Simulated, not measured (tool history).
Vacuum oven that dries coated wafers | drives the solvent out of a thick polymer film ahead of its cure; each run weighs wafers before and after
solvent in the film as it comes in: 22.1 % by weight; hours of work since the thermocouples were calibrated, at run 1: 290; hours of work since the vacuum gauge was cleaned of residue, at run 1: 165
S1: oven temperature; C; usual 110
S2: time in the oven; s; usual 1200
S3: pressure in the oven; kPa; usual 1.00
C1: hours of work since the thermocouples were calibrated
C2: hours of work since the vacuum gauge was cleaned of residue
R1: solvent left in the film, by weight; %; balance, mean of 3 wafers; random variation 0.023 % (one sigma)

| run | hour | S1 | S2 | S3 | C1 | C2 | R1 |
|---|---|---|---|---|---|---|---|
| 1 | 0.0 | 110 | 1200 | 1.00 | 290 | 165 | 1.15 |
| 2 | 14.8 | 110 | 1200 | 1.00 | 298 | 174 | 1.16 |
| 3 | 29.0 | 110 | 1200 | 1.00 | 306 | 182 | 1.17 |
| 4 | 36.7 | 110 | 1200 | 1.00 | 311 | 187 | 1.14 |
| 5 | 44.8 | 110 | 1200 | 1.00 | 316 | 191 | 1.15 |
| 6 | 61.4 | 110 | 1200 | 1.00 | 325 | 201 | 1.16 |
| 7 | 74.0 | 110 | 1200 | 1.00 | 333 | 208 | 1.15 |
| 8 | 82.1 | 123 | 1200 | 1.00 | 337 | 213 | 0.40 |
| 9 | 99.1 | 123 | 1200 | 0.87 | 347 | 223 | 0.37 |
| 10 | 112.9 | 123 | 1200 | 3.48 | 355 | 231 | 0.97 |
| 11 | 130.4 | 110 | 1200 | 1.00 | 365 | 241 | 1.16 |
| 12 | 147.2 | 110 | 1200 | 1.00 | 375 | 251 | 1.17 |
| 13 | 159.1 | 110 | 1200 | 0.61 | 382 | 258 | 1.04 |
| 14 | 167.8 | 110 | 1200 | 0.61 | 387 | 263 | 1.05 |
| 15 | 181.2 | 110 | 1200 | 0.61 | 395 | 271 | 1.03 |
| 16 | 192.9 | 110 | 1200 | 0.61 | 402 | 277 | 0.98 |
| 17 | 208.5 | 120 | 1380 | 1.21 | 411 | 286 | 0.45 |
| 18 | 215.7 | 110 | 1500 | 1.00 | 415 | 291 | 0.68 |
| 19 | 228.4 | 118 | 660 | 1.56 | 423 | 298 | 2.33 |
| 20 | 242.1 | 102 | 600 | 1.00 | 430 | 306 | 5.95 |
| 21 | 257.2 | 102 | 600 | 1.00 | 439 | 315 | 5.94 |
| 22 | 269.7 | 102 | 600 | 1.00 | 447 | 322 | 5.94 |
| 23 | 277.3 | 110 | 1200 | 0.58 | 451 | 326 | 1.00 |
| 24 | 291.4 | 110 | 1200 | 0.58 | 459 | 335 | 1.01 |
| 25 | 299.9 | 109 | 1260 | 0.93 | 464 | 340 | 1.07 |
| 26 | 312.7 | 109 | 1260 | 0.93 | 472 | 347 | 1.11 |

5 ways to go on from here, each from the tool as it stands after run 26. What would each give?
| A | 328.3 | 109 | 1200 | 2.71 | 481 | 356 | ? |
| B | 328.3 | 101 | 900 | 1.99 | 481 | 356 | ? |
| C | 328.3 | 109 | 1020 | 3.19 | 481 | 356 | ? |
| D | 328.3 | 109 | 1260 | 1.38 | 481 | 356 | ? |
| E | 328.3 | 109 | 1260 | 1.88 | 481 | 356 | ? |

| run | R1 |
|---|---|
| A | 1.82 |
| B | 4.15 |
| C | 2.46 |
| D | 1.24 |
| E | 1.43 |
Without the tool's hidden state the same runs would have given:
| run | R1 |
|---|---|
| A | 1.82 |
| B | 4.15 |
| C | 2.46 |
| D | 1.23 |
| E | 1.43 |
